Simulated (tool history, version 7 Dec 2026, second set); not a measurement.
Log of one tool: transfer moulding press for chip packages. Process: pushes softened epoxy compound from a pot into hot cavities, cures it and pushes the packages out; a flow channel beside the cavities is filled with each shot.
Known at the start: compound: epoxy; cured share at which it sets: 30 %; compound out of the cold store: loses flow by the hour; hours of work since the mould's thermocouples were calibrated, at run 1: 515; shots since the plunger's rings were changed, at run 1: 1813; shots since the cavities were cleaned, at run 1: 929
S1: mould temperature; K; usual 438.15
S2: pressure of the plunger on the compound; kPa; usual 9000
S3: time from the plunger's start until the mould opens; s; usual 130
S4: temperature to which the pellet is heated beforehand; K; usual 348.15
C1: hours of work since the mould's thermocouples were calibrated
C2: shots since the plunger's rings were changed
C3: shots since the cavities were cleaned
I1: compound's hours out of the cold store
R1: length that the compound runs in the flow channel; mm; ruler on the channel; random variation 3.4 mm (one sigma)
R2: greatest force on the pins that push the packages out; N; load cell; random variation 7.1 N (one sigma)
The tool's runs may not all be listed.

{"run": 1, "hour": 0.0, "S1": 438.15, "S2": 9000, "S3": 130, "S4": 348.15, "C1": 515, "C2": 1813, "C3": 929, "I1": 19, "R1": 611, "R2": 570}
{"hour": 10.6, "done": "cavities cleaned with cleaning compound and waxed"}
{"run": 2, "hour": 15.5, "S1": 438.15, "S2": 9000, "S3": 130, "S4": 348.15, "C1": 525, "C2": 1968, "C3": 54, "I1": 22.6, "R1": 598, "R2": 609}
{"run": 3, "hour": 24.8, "S1": 438.15, "S2": 6800, "S3": 130, "S4": 348.15, "C1": 532, "C2": 2071, "C3": 157, "I1": 17.4, "R1": 532, "R2": 633}
{"run": 4, "hour": 42.6, "S1": 438.15, "S2": 6800, "S3": 130, "S4": 348.15, "C1": 545, "C2": 2268, "C3": 354, "I1": 44.9, "R1": 445, "R2": 580}
{"run": 5, "hour": 62.2, "S1": 438.15, "S2": 6800, "S3": 130, "S4": 348.15, "C1": 559, "C2": 2486, "C3": 572, "I1": 34.3, "R1": 479, "R2": 592}
{"run": 6, "hour": 74.2, "S1": 438.15, "S2": 9000, "S3": 130, "S4": 348.15, "C1": 568, "C2": 2618, "C3": 704, "I1": 32, "R1": 557, "R2": 597}
{"run": 7, "hour": 82.9, "S1": 438.15, "S2": 9000, "S3": 130, "S4": 345.15, "C1": 574, "C2": 2715, "C3": 801, "I1": 41.7, "R1": 527, "R2": 576}
{"hour": 95.5, "done": "cavities cleaned with cleaning compound and waxed, once more"}
{"run": 8, "hour": 95.5, "S1": 438.15, "S2": 9000, "S3": 130, "S4": 345.15, "C1": 582, "C2": 2838, "C3": 0, "I1": 47.8, "R1": 506, "R2": 287}
{"run": 9, "hour": 112.1, "S1": 438.15, "S2": 9000, "S3": 130, "S4": 345.15, "C1": 594, "C2": 3021, "C3": 183, "I1": 8, "R1": 658, "R2": 416}
{"run": 10, "hour": 121.8, "S1": 438.15, "S2": 9000, "S3": 130, "S4": 345.15, "C1": 602, "C2": 3129, "C3": 291, "I1": 30.5, "R1": 560, "R2": 456}
{"run": 11, "hour": 133.0, "S1": 438.15, "S2": 9000, "S3": 130, "S4": 348.15, "C1": 610, "C2": 3253, "C3": 415, "I1": 34.7, "R1": 549, "R2": 478}
{"run": 12, "hour": 149.3, "S1": 438.15, "S2": 9000, "S3": 150, "S4": 348.15, "C1": 622, "C2": 3433, "C3": 595, "I1": 16.2, "R1": 611, "R2": 499}
{"hour": 162.0, "done": "mould's thermocouples calibrated"}
{"run": 13, "hour": 166.7, "S1": 438.15, "S2": 9000, "S3": 130, "S4": 348.15, "C1": 3, "C2": 3604, "C3": 766, "I1": 20, "R1": 587, "R2": 558}
{"run": 14, "hour": 181.7, "S1": 438.15, "S2": 9000, "S3": 130, "S4": 348.15, "C1": 14, "C2": 3771, "C3": 933, "I1": 28.8, "R1": 556, "R2": 558}
{"hour": 192.2, "done": "cavities cleaned with cleaning compound and waxed"}
{"run": 15, "hour": 201.9, "S1": 432.15, "S2": 7730, "S3": 149, "S4": 357.15, "C1": 28, "C2": 3977, "C3": 107, "I1": 13.2, "R1": 594, "R2": 423}
{"run": 16, "hour": 216.0, "S1": 438.15, "S2": 10270, "S3": 137, "S4": 348.15, "C1": 38, "C2": 4133, "C3": 263, "I1": 25.8, "R1": 615, "R2": 400}
{"run": 17, "hour": 225.0, "S1": 438.15, "S2": 10270, "S3": 137, "S4": 348.15, "C1": 45, "C2": 4234, "C3": 364, "I1": 44.1, "R1": 539, "R2": 440}
{"run": 18, "hour": 234.5, "S1": 439.15, "S2": 9820, "S3": 137, "S4": 348.15, "C1": 52, "C2": 4339, "C3": 469, "I1": 20.6, "R1": 606, "R2": 478}
{"run": 19, "hour": 242.7, "S1": 439.15, "S2": 9820, "S3": 137, "S4": 348.15, "C1": 58, "C2": 4430, "C3": 560, "I1": 29.8, "R1": 574, "R2": 474}
{"run": 20, "hour": 256.6, "S1": 438.15, "S2": 10610, "S3": 120, "S4": 346.15, "C1": 68, "C2": 4583, "C3": 713, "I1": 29.6, "R1": 605, "R2": 591}
{"run": 21, "hour": 272.3, "S1": 438.15, "S2": 10610, "S3": 120, "S4": 346.15, "C1": 79, "C2": 4757, "C3": 887, "I1": 18.9, "R1": 639, "R2": 628}
{"run": 22, "hour": 284.4, "S1": 444.15, "S2": 9000, "S3": 142, "S4": 348.15, "C1": 88, "C2": 4891, "C3": 1021, "I1": 35.5, "R1": 515, "R2": 489}

Forecast run 23:
{"hour": 287.2, "done": "cavities cleaned with cleaning compound and waxed"}
{"run": 23, "hour": 302.3, "S1": 444.15, "S2": 9000, "S3": 142, "S4": 348.15, "C1": 100, "C2": 5073, "C3": 167, "I1": 19.3, "R1": "?", "R2": "?"}

{"run 23": {"R1": 575, "R2": 344}}
Without the tool's hidden state the same run would have given R1 598 mm, R2 252 N.
